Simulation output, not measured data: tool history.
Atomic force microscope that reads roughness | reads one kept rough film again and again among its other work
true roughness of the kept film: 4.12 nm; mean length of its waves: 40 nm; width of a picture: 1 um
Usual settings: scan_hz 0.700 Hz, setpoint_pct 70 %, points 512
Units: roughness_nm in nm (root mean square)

run	day	scan_hz	setpoint_pct	points	roughness_nm
1	0.000	0.700	70	512	3.419
2	1.938	0.700	60	512	3.436
3	3.079	0.700	60	512	3.366
# day 3.979: new tip fitted
4	4.208	0.700	60	475	3.730
5	5.742	0.700	60	631	3.653
6	7.983	0.700	60	631	3.597
7	9.642	0.700	60	631	3.514
8	10.712	0.700	60	951	3.473
9	12.404	1.073	60	951	3.368
10	13.383	1.073	60	951	3.354
# day 15.546: new tip fitted
11	15.571	1.073	60	951	3.694
12	17.521	1.073	60	951	3.629
13	19.650	1.073	60	951	3.569
14	21.108	1.073	60	951	3.471
15	22.696	1.073	60	951	3.438
16	23.812	1.073	60	951	3.412
17	24.983	0.700	70	512	3.316
18	26.783	0.700	70	512	3.268
# day 27.071: new tip fitted
19	28.025	0.700	70	512	3.641
20	29.075	0.700	70	512	3.629
21	30.000	0.700	70	1009	3.549
22	31.625	0.700	70	1009	3.481
23	32.625	0.700	70	1009	3.460
24	33.912	0.700	70	1009	3.416
25	34.946	0.700	82	512	3.252
26	35.867	0.700	82	512	3.247
27	37.517	0.524	66	543	3.365
# day 38.567: new tip fitted
28	38.800	0.524	66	543	3.722
29	40.300	2.585	70	512	3.262
30	41.833	1.081	70	512	3.484
31	43.300	1.081	70	512	3.406
# day 43.488: height scale calibrated on a step standard
32	45.317	1.302	70	449	3.282
33	46.258	0.530	57	583	3.469
34	47.850	2.107	82	409	2.809
# day 48.758: height scale calibrated on a step standard, once more
35	49.167	2.107	82	409	2.796
# day 50.167: new tip fitted
36	50.971	2.107	82	443	3.057
37	52.792	2.107	63	265	3.399
38	54.133	2.107	63	265	3.402
39	56.050	2.107	63	265	3.305
40	57.592	2.048	86	1021	2.808
41	59.746	0.700	70	638	3.312
42	61.154	0.700	70	638	3.244
# day 61.721: new tip fitted
43	62.567	0.700	70	638	3.601
44	63.892	0.700	70	638	3.569
45	66.167	0.700	70	638	3.498
46	67.762	0.700	70	638	3.446
47	69.533	0.700	70	638	3.385
48	70.625	3.544	84	478	2.446
49	71.575	0.700	70	742	3.296
# day 73.204: new tip fitted
50	73.204	0.870	73	321	3.586
51	74.692	1.117	79	792	3.403
52	75.933	1.424	64	642	3.496

4 ways to go on from here, each from the tool as it stands after run 52. What would each give?
A	77.917	0.929	58	512	?
B	77.917	0.764	71	690	?
C	77.917	0.700	73	442	?
D	77.917	0.807	64	585	?

run	roughness_nm
A	3.512
B	3.453
C	3.435
D	3.487
Without the tool's hidden state the same runs would have given:
run	roughness_nm
A	3.733
B	3.670
C	3.651
D	3.707
